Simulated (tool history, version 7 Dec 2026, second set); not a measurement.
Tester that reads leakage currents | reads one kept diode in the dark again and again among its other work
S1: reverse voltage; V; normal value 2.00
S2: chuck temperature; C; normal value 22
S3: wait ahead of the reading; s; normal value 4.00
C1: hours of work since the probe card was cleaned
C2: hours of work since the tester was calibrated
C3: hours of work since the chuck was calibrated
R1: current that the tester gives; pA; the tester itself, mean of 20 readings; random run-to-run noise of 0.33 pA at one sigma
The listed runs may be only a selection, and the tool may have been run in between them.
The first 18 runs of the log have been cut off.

Run 19, hour 2508.7: usual settings but S3 7.23 s; C1 878; C2 1090; C3 462. Result: R1 109.69 pA.
Run 20, hour 2613.7: usual settings but S1 1.97 V; C1 935; C2 1147; C3 519. Result: R1 109.13 pA.
Run 21, hour 2710.1: usual settings but S1 1.97 V; C1 988; C2 1199; C3 571. Result: R1 109.51 pA.
Run 22, hour 2796.7: usual settings but S1 1.45 V, S3 3.13 s; C1 1034; C2 1246; C3 618. Result: R1 96.78 pA.
Run 23, hour 2912.2: usual settings but S1 1.18 V, S2 36 C, S3 9.00 s; C1 1097; C2 1309; C3 681. Result: R1 242.81 pA.
At hour 3073.6: probe card cleaned and baked.
Run 24, hour 3073.6: usual settings but S1 5.94 V, S2 55 C, S3 9.82 s; C1 0; C2 1395; C3 767. Result: R1 1583.66 pA.
Run 25, hour 3194.8: usual settings but S1 5.94 V, S2 60 C, S3 0.50 s; C1 66; C2 1461; C3 833. Result: R1 2138.88 pA.
Run 26, hour 3354.2: usual settings but S1 5.94 V, S2 60 C, S3 0.50 s; C1 152; C2 1547; C3 919. Result: R1 2123.61 pA.
Run 27, hour 3436.1: usual settings but S1 7.32 V, S2 33 C, S3 1.16 s; C1 197; C2 1592; C3 963. Result: R1 410.12 pA.
Run 28, hour 3530.2: usual settings but S1 7.32 V, S2 33 C, S3 1.16 s; C1 248; C2 1643; C3 1014. Result: R1 411.21 pA.
Run 29, hour 3707.8: usual settings but S1 9.01 V, S2 33 C, S3 1.16 s; C1 344; C2 1739; C3 1111. Result: R1 446.32 pA.
Run 30, hour 3790.0: usual settings but S1 16.76 V, S2 49 C; C1 388; C2 1783; C3 1155. Result: R1 1644.26 pA.
At hour 3972.4: chuck's temperature calibrated.
Run 31, hour 3976.5: usual settings but S1 13.88 V, S2 38 C; C1 488; C2 1883; C3 2. Result: R1 742.80 pA.
Run 32, hour 4141.9: usual settings but S2 42 C, S3 1.54 s; C1 578; C2 1973; C3 92. Result: R1 449.71 pA.
Run 33, hour 4313.2: usual settings but S1 1.69 V, S2 28 C, S3 3.74 s; C1 671; C2 2066; C3 185. Result: R1 159.62 pA.
Run 34, hour 4439.3: usual settings but S1 1.69 V, S2 28 C, S3 3.74 s; C1 739; C2 2134; C3 253. Result: R1 160.34 pA.
Run 35, hour 4590.8: usual settings but S1 1.69 V, S2 28 C, S3 3.74 s; C1 822; C2 2217; C3 335. Result: R1 160.45 pA.
Run 36, hour 4672.9: usual settings but S1 1.69 V, S2 28 C, S3 6.80 s; C1 866; C2 2261; C3 380. Result: R1 159.73 pA.
Run 37, hour 4857.8: usual settings but S1 1.69 V, S2 28 C, S3 6.80 s; C1 966; C2 2361; C3 480. Result: R1 160.29 pA.
Run 38, hour 5003.0: usual settings but S1 1.69 V, S2 28 C, S3 6.80 s; C1 1045; C2 2440; C3 559. Result: R1 159.35 pA.
Run 39, hour 5106.6: usual settings but S1 1.69 V, S2 28 C, S3 6.80 s; C1 1101; C2 2496; C3 615. Result: R1 159.59 pA.

What if the next run were any one of these 3? Each begins from the tool's condition after run 39:
Run A, hour 5242.8: usual settings but S1 8.14 V, S2 53 C, S3 2.14 s; C1 1175; C2 2570; C3 689. Result: R1 ?.
Run B, hour 5242.8: usual settings but S1 3.99 V, S2 49 C, S3 6.80 s; C1 1175; C2 2570; C3 689. Result: R1 ?.
Run C, hour 5242.8: usual settings but S1 1.69 V, S2 24 C, S3 4.38 s; C1 1175; C2 2570; C3 689. Result: R1 ?.

run       R1
  A  1578.70
  B   931.51
  C   119.34
The same runs, with their run-to-run variation unchanged, on a tool lacking any hidden condition would have given:
run       R1
  A  1578.14
  B   931.17
  C   119.28
